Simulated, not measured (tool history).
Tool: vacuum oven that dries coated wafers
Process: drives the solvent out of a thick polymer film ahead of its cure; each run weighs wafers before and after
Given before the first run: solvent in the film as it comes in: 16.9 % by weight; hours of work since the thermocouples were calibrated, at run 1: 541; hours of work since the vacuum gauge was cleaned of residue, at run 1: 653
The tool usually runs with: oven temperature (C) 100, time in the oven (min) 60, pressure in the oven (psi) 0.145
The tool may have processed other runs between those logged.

| run | hour | oven temperature (C) | time in the oven (min) | pressure in the oven (psi) | hours of work since the thermocouples were calibrated | hours of work since the vacuum gauge was cleaned of residue | solvent left in the film (%) |
|---|---|---|---|---|---|---|---|
| 1 | 0.0 | 100 | 60 | 0.145 | 541 | 653 | 2.63 |
| 2 | 17.7 | 100 | 60 | 0.145 | 550 | 662 | 2.60 |
| 3 | 46.4 | 100 | 60 | 0.145 | 563 | 675 | 2.63 |
| 4 | 83.6 | 100 | 60 | 0.145 | 581 | 693 | 2.61 |
| 5 | 117.8 | 100 | 60 | 0.145 | 597 | 709 | 2.61 |
| 6 | 143.6 | 93 | 60 | 0.145 | 610 | 722 | 4.35 |
| 7 | 172.2 | 93 | 60 | 0.145 | 623 | 735 | 4.36 |
| 8 | 212.9 | 93 | 60 | 0.145 | 643 | 754 | 4.36 |
| 9 | 249.0 | 104 | 60 | 0.145 | 660 | 772 | 1.89 |
| 10 | 276.8 | 104 | 60 | 0.145 | 673 | 785 | 1.89 |
| 11 | 297.8 | 100 | 60 | 0.402 | 683 | 795 | 4.04 |
| 12 | 315.5 | 100 | 60 | 0.402 | 691 | 803 | 4.03 |
| 13 | 347.0 | 100 | 50 | 0.145 | 706 | 818 | 3.29 |
| 14 | 382.2 | 100 | 50 | 0.145 | 723 | 835 | 3.27 |
| 15 | 407.2 | 100 | 50 | 0.145 | 735 | 847 | 3.30 |
| 16 | 439.0 | 100 | 50 | 0.145 | 750 | 862 | 3.28 |
|  | 442.7 | oven's thermocouples calibrated |
| 17 | 474.6 | 100 | 50 | 0.145 | 15 | 878 | 3.25 |
| 18 | 503.3 | 103 | 50 | 0.145 | 29 | 892 | 2.59 |
| 19 | 531.0 | 103 | 50 | 0.145 | 42 | 905 | 2.60 |
| 20 | 549.7 | 100 | 60 | 0.145 | 51 | 914 | 2.64 |
| 21 | 568.4 | 100 | 60 | 0.145 | 60 | 923 | 2.61 |
| 22 | 585.2 | 100 | 60 | 0.145 | 68 | 931 | 2.62 |
| 23 | 604.2 | 100 | 60 | 0.145 | 77 | 940 | 2.63 |
| 24 | 638.8 | 100 | 60 | 0.145 | 93 | 956 | 2.63 |
|  | 667.2 | oven's thermocouples calibrated, once more |
| 25 | 667.2 | 100 | 60 | 0.145 | 0 | 969 | 2.75 |
| 26 | 705.3 | 91 | 60 | 0.145 | 18 | 987 | 5.05 |
| 27 | 732.3 | 91 | 60 | 0.145 | 31 | 1000 | 5.05 |
| 28 | 761.3 | 109 | 70 | 0.238 | 45 | 1013 | 1.54 |
| 29 | 789.7 | 100 | 46 | 0.238 | 58 | 1027 | 4.20 |
| 30 | 831.3 | 100 | 46 | 0.238 | 78 | 1047 | 4.20 |
| 31 | 848.3 | 100 | 46 | 0.238 | 86 | 1055 | 4.20 |
| 32 | 867.9 | 96 | 46 | 0.238 | 95 | 1064 | 5.32 |
| 33 | 897.2 | 112 | 60 | 0.145 | 109 | 1078 | 1.10 |
| 34 | 931.7 | 106 | 67 | 0.141 | 126 | 1094 | 1.49 |
| 35 | 972.8 | 106 | 67 | 0.141 | 145 | 1114 | 1.49 |
| 36 | 997.3 | 98 | 63 | 0.574 | 157 | 1126 | 5.54 |
| 37 | 1036.1 | 98 | 63 | 0.574 | 175 | 1144 | 5.55 |
|  | 1064.3 | vacuum gauge cleaned of residue and calibrated |
| 38 | 1078.6 | 89 | 60 | 0.145 | 195 | 7 | 5.25 |
| 39 | 1117.7 | 114 | 36 | 0.145 | 214 | 25 | 1.52 |
| 40 | 1139.2 | 100 | 103 | 0.132 | 224 | 36 | 1.15 |
| 41 | 1174.4 | 100 | 33 | 0.145 | 240 | 52 | 4.89 |
| 42 | 1199.2 | 100 | 60 | 0.497 | 252 | 64 | 4.35 |
| 43 | 1232.9 | 100 | 60 | 0.497 | 268 | 80 | 4.37 |
| 44 | 1262.8 | 111 | 90 | 0.497 | 282 | 94 | 2.12 |
| 45 | 1292.7 | 102 | 57 | 0.103 | 297 | 109 | 1.99 |
| 46 | 1309.9 | 96 | 96 | 0.521 | 305 | 117 | 4.39 |
| 47 | 1335.4 | 91 | 42 | 0.373 | 317 | 129 | 7.61 |

Some steps in solvent left in the film (%) between neighbouring runs. How much of each would the tool show without its hidden state too (settings, what came in, random variation), and how much is left for the hidden state, with any gauge scatter that isn't in both results?
Hidden conditions of the tool in this case: true wafer temperature over the reading, C; true pressure over the reading, kPa; drift of the gauge itself on solvent_pct, %.
Run 24 -> 25: oven's thermocouples calibrated, once more. solvent left in the film (%) +0.12: hidden state +0.11, all else +0.01.
Run 32 -> 33: oven temperature (C) 96 -> 112, time in the oven (min) 46 -> 60, pressure in the oven (psi) 0.238 -> 0.145. solvent left in the film (%) -4.22: hidden state -0.01, all else -4.21.
Run 35 -> 36: oven temperature (C) 106 -> 98, time in the oven (min) 67 -> 63, pressure in the oven (psi) 0.141 -> 0.574. solvent left in the film (%) +4.05: hidden state -0.01, all else +4.06.
Run 37 -> 38: oven temperature (C) 98 -> 89, time in the oven (min) 63 -> 60, pressure in the oven (psi) 0.574 -> 0.145, vacuum gauge cleaned of residue and calibrated. solvent left in the film (%) -0.30: hidden state -0.37, all else +0.07.
Run 40 -> 41: time in the oven (min) 103 -> 33, pressure in the oven (psi) 0.132 -> 0.145. solvent left in the film (%) +3.74: hidden state -0.08, all else +3.82.
